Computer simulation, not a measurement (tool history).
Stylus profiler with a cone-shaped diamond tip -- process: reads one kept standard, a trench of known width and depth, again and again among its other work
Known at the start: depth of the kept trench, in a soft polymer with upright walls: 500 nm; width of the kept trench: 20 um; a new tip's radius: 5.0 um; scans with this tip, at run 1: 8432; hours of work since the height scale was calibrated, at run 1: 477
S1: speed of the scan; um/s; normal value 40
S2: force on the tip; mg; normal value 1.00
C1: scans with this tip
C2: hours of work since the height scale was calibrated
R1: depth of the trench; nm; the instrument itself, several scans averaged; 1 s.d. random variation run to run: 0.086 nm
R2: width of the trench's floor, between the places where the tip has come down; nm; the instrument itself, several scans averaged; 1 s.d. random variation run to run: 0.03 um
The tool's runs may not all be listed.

| run | hour | S1 | S2 | C1 | C2 | R1 | R2 |
|---|---|---|---|---|---|---|---|
| 1 | 0.0 | 40 | 1.00 | 8432 | 477 | 504.03 | 14130 |
| 2 | 96.0 | 40 | 1.00 | 8782 | 543 | 504.05 | 14110 |
| 3 | 206.1 | 40 | 1.00 | 9182 | 618 | 504.27 | 14070 |
| 4 | 304.5 | 41 | 1.00 | 9541 | 686 | 504.22 | 14000 |
| 5 | 403.7 | 41 | 1.00 | 9902 | 754 | 504.38 | 13930 |
| 6 | 518.9 | 41 | 1.00 | 10321 | 833 | 504.51 | 13910 |
| 7 | 635.9 | 41 | 1.00 | 10747 | 914 | 504.68 | 13910 |
| 8 | 703.2 | 41 | 1.00 | 10992 | 960 | 504.67 | 13800 |
| 9 | 782.3 | 23 | 1.00 | 11280 | 1014 | 504.88 | 13970 |
|  | 821.6 | height scale calibrated on a step standard |
| 10 | 833.1 | 11 | 1.00 | 11463 | 8 | 503.43 | 14060 |
| 11 | 944.6 | 55 | 1.00 | 11869 | 85 | 503.82 | 13550 |
| 12 | 998.2 | 55 | 1.00 | 12064 | 121 | 503.59 | 13590 |
| 13 | 1111.4 | 55 | 1.00 | 12476 | 199 | 503.96 | 13490 |
| 14 | 1159.8 | 55 | 1.00 | 12653 | 233 | 503.89 | 13500 |
| 15 | 1276.1 | 55 | 1.00 | 13076 | 312 | 504.01 | 13450 |
| 16 | 1372.2 | 121 | 1.00 | 13426 | 379 | 504.17 | 12840 |
| 17 | 1422.8 | 40 | 1.00 | 13610 | 413 | 504.06 | 13510 |
| 18 | 1526.6 | 40 | 1.00 | 13988 | 485 | 504.12 | 13470 |
| 19 | 1644.9 | 82 | 1.00 | 14419 | 566 | 504.16 | 13070 |
| 20 | 1695.4 | 82 | 1.00 | 14602 | 601 | 504.29 | 13060 |
| 21 | 1773.9 | 82 | 1.00 | 14888 | 655 | 504.42 | 13000 |
| 22 | 1886.5 | 63 | 0.89 | 15298 | 732 | 504.11 | 13130 |
| 23 | 1949.1 | 53 | 2.32 | 15526 | 775 | 507.38 | 13370 |
| 24 | 2009.9 | 38 | 0.53 | 15747 | 817 | 503.40 | 13170 |
| 25 | 2062.6 | 41 | 1.80 | 15939 | 853 | 506.50 | 13360 |
| 26 | 2111.6 | 28 | 0.40 | 16117 | 887 | 503.24 | 13210 |
| 27 | 2185.1 | 14 | 0.37 | 16385 | 937 | 503.12 | 13390 |
| 28 | 2235.7 | 40 | 0.68 | 16569 | 972 | 504.05 | 13100 |
| 29 | 2333.6 | 27 | 0.92 | 16926 | 1039 | 504.77 | 13270 |
|  | 2340.3 | height scale calibrated on a step standard |
| 30 | 2390.5 | 11 | 1.00 | 17131 | 35 | 503.67 | 13410 |
| 31 | 2505.6 | 11 | 0.98 | 17550 | 114 | 503.60 | 13390 |
| 32 | 2599.3 | 64 | 2.50 | 17891 | 178 | 506.94 | 13070 |
| 33 | 2658.9 | 32 | 2.80 | 18108 | 219 | 507.38 | 13260 |
| 34 | 2751.3 | 32 | 0.62 | 18445 | 283 | 502.94 | 12980 |
| 35 | 2859.3 | 59 | 0.62 | 18838 | 357 | 503.17 | 12670 |

Run 36 comes next. What will it give?
| 36 | 2930.4 | 59 | 1.77 | 19097 | 406 | ? | ? |

{"run 36": {"R1": 505.75, "R2": 12910}}
With the hidden condition absent and the run-to-run variation left alone, this run would have shown R1 505.23 nm, R2 15260 nm.

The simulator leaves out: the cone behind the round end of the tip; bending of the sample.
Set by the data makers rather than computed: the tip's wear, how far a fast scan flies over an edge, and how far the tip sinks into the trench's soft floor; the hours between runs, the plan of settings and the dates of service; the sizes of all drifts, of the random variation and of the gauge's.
